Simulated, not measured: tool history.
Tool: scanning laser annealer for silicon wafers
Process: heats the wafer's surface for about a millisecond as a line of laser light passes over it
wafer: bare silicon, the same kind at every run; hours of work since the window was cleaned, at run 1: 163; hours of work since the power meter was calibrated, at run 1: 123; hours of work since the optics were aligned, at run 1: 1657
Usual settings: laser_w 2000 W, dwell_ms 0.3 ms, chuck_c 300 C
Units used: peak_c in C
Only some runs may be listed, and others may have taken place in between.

run	hour	laser_w	dwell_ms	chuck_c	hours of work since the window was cleaned	hours of work since the power meter was calibrated	hours of work since the optics were aligned	peak_c
1	0	2000	0.3	300	163	123	1657	1109
2	8.4	2000	0.3	300	168	128	1661	1108
3	18.4	2000	0.3	300	173	133	1667	1105
4	32.8	2000	0.3	300	181	141	1674	1106
5	44.5	2000	0.3	300	188	147	1681	1107
6	56	2134	0.3	300	194	153	1687	1171
# hour 62.4: optics aligned, line set to its width
7	69.2	2134	0.3	300	198	158	4	1155
8	79.4	2071	0.227	271	204	164	9	982
9	89.8	2090	0.283	271	209	169	15	1080

Run 10 is up next; what results do you expect?
10	100.5	2090	0.283	271	215	175	21	?

peak_c: 1081 C
On a tool with no hidden condition, and with the same random variation, this run would have come out at peak_c 1132 C.
